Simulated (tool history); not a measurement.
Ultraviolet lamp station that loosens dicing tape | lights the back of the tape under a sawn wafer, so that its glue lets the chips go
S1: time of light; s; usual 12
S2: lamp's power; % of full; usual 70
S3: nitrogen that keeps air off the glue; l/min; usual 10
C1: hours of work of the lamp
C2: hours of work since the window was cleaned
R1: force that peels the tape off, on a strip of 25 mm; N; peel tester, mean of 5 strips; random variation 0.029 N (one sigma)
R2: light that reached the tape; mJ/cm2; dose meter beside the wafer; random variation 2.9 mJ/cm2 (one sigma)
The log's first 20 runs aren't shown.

run	hour	S1	S2	S3	C1	C2	R1	R2
21	618.2	9	74	10	684	27	2.159	336
22	656.3	9	74	10	702	45	2.233	337
23	693.5	12	71	10	719	62	1.475	427
24	723.7	12	94	3	733	76	1.722	567
25	743.5	9	88	5	743	85	2.305	403
26	768.5	12	67	12	754	97	1.467	404
# hour 778.3: lamp changed
27	790.3	23	98	10	6	107	0.155	1138
28	811.4	23	98	10	15	117	0.150	1140
29	844.0	6	78	5	31	132	4.393	238
30	873.2	19	91	7	44	145	0.325	881
31	907.4	19	63	8	60	161	0.782	607
32	943.3	13	63	18	77	178	1.114	412
33	987.0	16	81	10	97	199	0.544	654
34	1020.5	16	86	8	113	214	0.519	696
# hour 1046.3: window cleaned of glue's vapour
35	1065.1	9	70	5	134	9	3.210	325
36	1098.6	7	96	14	149	24	1.823	337
37	1119.2	7	96	14	159	34	1.878	335
38	1140.4	11	96	13	169	44	0.722	537
39	1163.6	12	64	10	180	55	1.707	388
40	1190.6	24	79	6	192	67	0.296	956
41	1228.6	24	79	6	210	85	0.292	950
42	1254.9	24	79	6	222	97	0.285	947
43	1284.3	12	69	7	236	111	1.837	418

Forecast each of these 3 alternatives for the next run:
A	1310.6	19	65	5	248	123	?	?
B	1310.6	12	89	7	248	123	?	?
C	1310.6	7	69	7	248	123	?	?

run	R1	R2
A	0.977	622
B	1.105	535
C	3.827	244
Without the tool's hidden state the same runs would have given:
run	R1	R2
A	0.972	624
B	1.099	536
C	3.817	245

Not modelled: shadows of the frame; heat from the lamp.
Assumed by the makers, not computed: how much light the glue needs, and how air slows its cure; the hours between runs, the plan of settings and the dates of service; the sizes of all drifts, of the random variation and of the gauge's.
